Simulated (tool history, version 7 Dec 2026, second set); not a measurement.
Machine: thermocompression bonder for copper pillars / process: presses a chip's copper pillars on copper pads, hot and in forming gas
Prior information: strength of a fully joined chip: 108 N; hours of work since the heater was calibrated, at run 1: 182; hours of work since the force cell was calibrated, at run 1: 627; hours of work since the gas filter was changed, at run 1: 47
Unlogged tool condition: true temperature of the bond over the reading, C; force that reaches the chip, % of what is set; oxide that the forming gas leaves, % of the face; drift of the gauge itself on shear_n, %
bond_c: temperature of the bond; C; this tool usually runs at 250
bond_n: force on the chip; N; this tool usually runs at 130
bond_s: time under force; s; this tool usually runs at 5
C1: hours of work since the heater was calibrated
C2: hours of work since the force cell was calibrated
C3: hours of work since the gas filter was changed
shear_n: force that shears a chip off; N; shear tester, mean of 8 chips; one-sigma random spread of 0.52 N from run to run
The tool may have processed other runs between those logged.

{"run": 1, "hour": 0.0, "bond_c": 250, "bond_n": 130, "bond_s": 5, "C1": 182, "C2": 627, "C3": 47, "shear_n": 40.1}
{"run": 2, "hour": 24.6, "bond_c": 250, "bond_n": 125, "bond_s": 5, "C1": 201, "C2": 646, "C3": 66, "shear_n": 38.8}
{"run": 3, "hour": 49.3, "bond_c": 250, "bond_n": 125, "bond_s": 3, "C1": 220, "C2": 666, "C3": 85, "shear_n": 31.1}
{"run": 4, "hour": 72.2, "bond_c": 250, "bond_n": 125, "bond_s": 3, "C1": 238, "C2": 683, "C3": 103, "shear_n": 32.4}
{"run": 5, "hour": 109.7, "bond_c": 250, "bond_n": 125, "bond_s": 3, "C1": 267, "C2": 712, "C3": 132, "shear_n": 31.7}
{"run": 6, "hour": 138.6, "bond_c": 250, "bond_n": 130, "bond_s": 7, "C1": 289, "C2": 735, "C3": 155, "shear_n": 44.5}
{"run": 7, "hour": 162.5, "bond_c": 250, "bond_n": 130, "bond_s": 7, "C1": 308, "C2": 753, "C3": 173, "shear_n": 44.3}
{"run": 8, "hour": 180.6, "bond_c": 250, "bond_n": 103, "bond_s": 3, "C1": 322, "C2": 767, "C3": 187, "shear_n": 27.7}
{"hour": 186.1, "done": "heater calibrated with a thermocouple chip"}
{"run": 9, "hour": 223.1, "bond_c": 250, "bond_n": 142, "bond_s": 3, "C1": 29, "C2": 799, "C3": 219, "shear_n": 34.6}
{"run": 10, "hour": 254.2, "bond_c": 243, "bond_n": 130, "bond_s": 5, "C1": 53, "C2": 823, "C3": 243, "shear_n": 36.8}
{"run": 11, "hour": 291.9, "bond_c": 243, "bond_n": 130, "bond_s": 5, "C1": 82, "C2": 852, "C3": 272, "shear_n": 36.0}

Consider 3 possible next runs. They are alternatives, not a sequence: every one starts from the tool as it was left by run 11. What does each give?
{"hour": 299.7, "done": "forming gas filter changed"}
{"run": "A", "hour": 328.3, "bond_c": 268, "bond_n": 130, "bond_s": 3, "C1": 110, "C2": 880, "C3": 22, "shear_n": "?"}
{"hour": 299.7, "done": "forming gas filter changed"}
{"run": "B", "hour": 328.3, "bond_c": 243, "bond_n": 105, "bond_s": 6, "C1": 110, "C2": 880, "C3": 22, "shear_n": "?"}
{"hour": 299.7, "done": "forming gas filter changed"}
{"run": "C", "hour": 328.3, "bond_c": 225, "bond_n": 130, "bond_s": 8, "C1": 110, "C2": 880, "C3": 22, "shear_n": "?"}

run=A shear_n=43.8
run=B shear_n=40.0
run=C shear_n=40.5
Without the tool's unlogged condition, the same runs would have read:
run=A shear_n=38.2
run=B shear_n=34.3
run=C shear_n=34.3

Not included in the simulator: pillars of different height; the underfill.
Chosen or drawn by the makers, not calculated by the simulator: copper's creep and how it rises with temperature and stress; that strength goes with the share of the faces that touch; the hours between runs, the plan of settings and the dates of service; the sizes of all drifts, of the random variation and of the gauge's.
